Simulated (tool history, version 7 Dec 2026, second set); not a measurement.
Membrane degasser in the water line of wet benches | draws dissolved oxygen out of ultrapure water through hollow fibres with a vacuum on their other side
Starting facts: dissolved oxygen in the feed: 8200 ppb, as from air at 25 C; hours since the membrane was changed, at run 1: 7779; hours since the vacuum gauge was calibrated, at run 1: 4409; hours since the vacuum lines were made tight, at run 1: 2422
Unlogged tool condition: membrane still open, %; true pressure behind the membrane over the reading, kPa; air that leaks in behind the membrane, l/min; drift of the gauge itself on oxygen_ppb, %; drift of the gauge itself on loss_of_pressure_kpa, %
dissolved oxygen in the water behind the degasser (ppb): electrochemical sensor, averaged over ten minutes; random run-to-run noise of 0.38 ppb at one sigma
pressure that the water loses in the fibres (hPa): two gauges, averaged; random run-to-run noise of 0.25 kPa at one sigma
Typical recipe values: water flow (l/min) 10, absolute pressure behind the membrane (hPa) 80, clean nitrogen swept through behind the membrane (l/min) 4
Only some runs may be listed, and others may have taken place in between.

run	hour	water flow (l/min)	absolute pressure behind the membrane (hPa)	clean nitrogen swept through behind the membrane (l/min)	hours since the membrane was changed	hours since the vacuum gauge was calibrated	hours since the vacuum lines were made tight	dissolved oxygen in the water behind the degasser (ppb)	pressure that the water loses in the fibres (hPa)
1	0	10	80	4	7779	4409	2422	32.7	669.8
2	280.2	10	80	4	8060	4689	2702	32.7	666.1
3	427.2	10	95.1	4	8207	4836	2849	41.9	669.3
4	612.6	10	80	4.08	8392	5022	3035	32	663.6
5	739.7	10	80	4	8519	5149	3162	33.3	663
6	872	8	80	4	8651	5281	3294	24.9	531
7	1062.7	15	80	4	8842	5472	3485	58.2	994.6
8	1259.9	10	80	4	9039	5669	3682	32.8	665.5
9	1536.6	10	171.1	4	9316	5946	3959	89	662.6
10	1723.6	10	80	4	9503	6132	4146	33.3	661.6
11	1954.3	10	80	4	9734	6363	4376	33.5	662.2
12	2129.9	10	80	4	9909	6539	4552	32.8	661.5
13	2298.5	10	80	4	10078	6707	4721	32.9	659.5
14	2571.6	10	80	8.38	10351	6981	4994	17.4	656.3
15	2728.2	7	80	4	10508	7137	5150	21.5	457
16	2907.3	10	107.3	4	10687	7316	5329	49.5	655.3
17	3074.3	10	107.3	4	10854	7483	5496	50.1	658.4
# hour 3092.7: vacuum gauge calibrated
18	3311.3	6	132.8	10.12	11090	219	5733	14.8	392.4
19	3525.5	6	132.8	10.12	11304	433	5947	15.3	389.6
20	3754.7	6	93.2	10.12	11534	662	6176	9.7	388.1
# hour 3843.6: gauge calibrated
21	3917.5	6	93.2	6.22	11696	825	6339	15	397.6
22	4079.4	6	93.2	6.22	11858	987	6501	15.3	399.6

The next listed run, before its measurement:
23	4240.2	7	64.4	3.75	12019	1147	6662	?	?

Run 23 yielded dissolved oxygen in the water behind the degasser (ppb) 15.7, pressure that the water loses in the fibres (hPa) 466.4.
With the hidden condition absent and the run-to-run variation left alone, this run would have shown dissolved oxygen in the water behind the degasser (ppb) 15.7, pressure that the water loses in the fibres (hPa) 466.8.
